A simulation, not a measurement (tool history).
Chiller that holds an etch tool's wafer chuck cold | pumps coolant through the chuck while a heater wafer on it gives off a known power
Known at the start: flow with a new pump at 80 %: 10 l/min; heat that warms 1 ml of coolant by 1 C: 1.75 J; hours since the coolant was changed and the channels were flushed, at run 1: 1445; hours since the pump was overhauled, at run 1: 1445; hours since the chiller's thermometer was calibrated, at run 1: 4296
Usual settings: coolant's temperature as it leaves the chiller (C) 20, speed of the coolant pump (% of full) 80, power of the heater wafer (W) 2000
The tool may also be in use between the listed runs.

run	hour	coolant's temperature as it leaves the chiller (C)	speed of the coolant pump (% of full)	power of the heater wafer (W)	hours since the coolant was changed and the channels were flushed	hours since the pump was overhauled	hours since the chiller's thermometer was calibrated	chuck's temperature once it has settled (C)	how much warmer the coolant comes back (C)
1	0	20	80	2000	1445	1445	4296	41	7.21
2	59.5	20	80	2000	1504	1504	4356	41.3	7.14
3	115	20	80	2000	1560	1560	4411	41.3	7.2
# hour 136.3: chiller's thermometer calibrated
4	178.6	20	80	2000	1622	1622	42	42.6	7.25
5	292.1	20	80	2000	1736	1736	156	42.8	7.23
6	343.3	20	80	2000	1787	1787	207	42.7	7.3
7	459.3	20	80	2000	1903	1903	323	43	7.27
8	578.5	20	80	2000	2022	2022	442	43.3	7.3
9	661	20	80	2000	2105	2105	525	43.3	7.33
10	765.8	10	74	1767	2210	2210	629	31.6	7.03
11	822.4	11	74	1767	2266	2266	686	32.7	7.08
12	920.2	23	82	1767	2364	2364	784	43.6	6.35
13	975	15	96	1039	2419	2419	839	25.9	3.15
14	1048.8	11	96	1039	2493	2493	913	22.1	3.18
15	1122.2	14	97	1022	2566	2566	986	24.9	3.11
16	1198.8	14	97	1022	2643	2643	1062	24.9	3.13
17	1298.6	28	85	2129	2742	2742	1162	53.2	7.44
18	1362.5	28	85	2129	2806	2806	1226	53.2	7.46

3 ways to go on from here, each from the tool as it stands after run 18. What would each give?
A	1456.5	16	85	1896	2900	2900	1320	?	?
B	1456.5	20	66	2231	2900	2900	1320	?	?
C	1456.5	13	98	1014	2900	2900	1320	?	?

run	chuck's temperature once it has settled (C)	how much warmer the coolant comes back (C)
A	38.4	6.7
B	50.5	10.31
C	24.1	3.08
Without the tool's hidden state the same runs would have given:
run	chuck's temperature once it has settled (C)	how much warmer the coolant comes back (C)
A	34.4	6.12
B	45.1	9.42
C	22.3	2.81

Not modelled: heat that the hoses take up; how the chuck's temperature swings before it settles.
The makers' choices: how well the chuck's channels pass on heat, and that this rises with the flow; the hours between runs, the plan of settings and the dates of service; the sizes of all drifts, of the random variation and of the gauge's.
